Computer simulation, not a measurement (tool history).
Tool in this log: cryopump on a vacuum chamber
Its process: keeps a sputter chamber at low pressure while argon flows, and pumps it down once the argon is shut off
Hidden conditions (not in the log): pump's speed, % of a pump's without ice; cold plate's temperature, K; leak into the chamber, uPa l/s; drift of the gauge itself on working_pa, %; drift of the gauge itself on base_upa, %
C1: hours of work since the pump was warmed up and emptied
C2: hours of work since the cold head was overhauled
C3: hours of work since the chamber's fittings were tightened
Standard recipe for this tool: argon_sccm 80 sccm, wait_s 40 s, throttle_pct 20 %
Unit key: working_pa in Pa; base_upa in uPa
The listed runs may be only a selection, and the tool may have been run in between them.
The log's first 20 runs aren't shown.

run 21 hour=320.7 | argon_sccm=148 wait_s=68 throttle_pct=46 | C1=764 C2=764 C3=1685 | working_pa=0.4035 base_upa=1.08
run 22 hour=336.6 | argon_sccm=150 wait_s=40 throttle_pct=19 | C1=778 C2=778 C3=1699 | working_pa=0.9115 base_upa=1.47
run 23 hour=356 | argon_sccm=96 wait_s=29 throttle_pct=20 | C1=795 C2=795 C3=1716 | working_pa=0.5609 base_upa=1.75
-- hour=363.5 leaking fittings of the chamber tightened, without venting
run 24 hour=376 | argon_sccm=96 wait_s=29 throttle_pct=19 | C1=811 C2=811 C3=11 | working_pa=0.5866 base_upa=1.42
run 25 hour=397.8 | argon_sccm=80 wait_s=171 throttle_pct=20 | C1=830 C2=830 C3=30 | working_pa=0.4667 base_upa=0.48
run 26 hour=409.7 | argon_sccm=47 wait_s=65 throttle_pct=41 | C1=840 C2=840 C3=40 | working_pa=0.1437 base_upa=0.8
run 27 hour=429 | argon_sccm=139 wait_s=54 throttle_pct=20 | C1=857 C2=857 C3=57 | working_pa=0.8115 base_upa=0.95
run 28 hour=448.7 | argon_sccm=139 wait_s=54 throttle_pct=20 | C1=874 C2=874 C3=74 | working_pa=0.8155 base_upa=0.93
run 29 hour=464.4 | argon_sccm=139 wait_s=295 throttle_pct=46 | C1=888 C2=888 C3=88 | working_pa=0.3885 base_upa=0.41
run 30 hour=480.1 | argon_sccm=147 wait_s=40 throttle_pct=20 | C1=901 C2=901 C3=101 | working_pa=0.8674 base_upa=1.16
run 31 hour=492.4 | argon_sccm=80 wait_s=40 throttle_pct=15 | C1=912 C2=912 C3=112 | working_pa=0.6161 base_upa=1.16
run 32 hour=504.7 | argon_sccm=80 wait_s=40 throttle_pct=15 | C1=923 C2=923 C3=123 | working_pa=0.6155 base_upa=1.17
run 33 hour=519.8 | argon_sccm=80 wait_s=40 throttle_pct=20 | C1=936 C2=936 C3=136 | working_pa=0.475 base_upa=1.2
-- hour=539.7 pump warmed up, emptied and cooled again
run 34 hour=542.1 | argon_sccm=46 wait_s=29 throttle_pct=17 | C1=2 C2=951 C3=151 | working_pa=0.2941 base_upa=1.4

Alternative continuations, all from the tool just after run 34; predict every row:
run A hour=562.8 | argon_sccm=46 wait_s=221 throttle_pct=30 | C1=20 C2=969 C3=169 | working_pa=? base_upa=?
run B hour=562.8 | argon_sccm=114 wait_s=216 throttle_pct=20 | C1=20 C2=969 C3=169 | working_pa=? base_upa=?
run C hour=562.8 | argon_sccm=46 wait_s=29 throttle_pct=18 | C1=20 C2=969 C3=169 | working_pa=? base_upa=?

run=A working_pa=0.1673 base_upa=0.43
run=B working_pa=0.626 base_upa=0.38
run=C working_pa=0.2777 base_upa=1.39
With the hidden condition removed and each run's random variation left untouched, the same runs would have given:
run=A working_pa=0.1663 base_upa=0.38
run=B working_pa=0.6234 base_upa=0.34
run=C working_pa=0.2766 base_upa=1.35
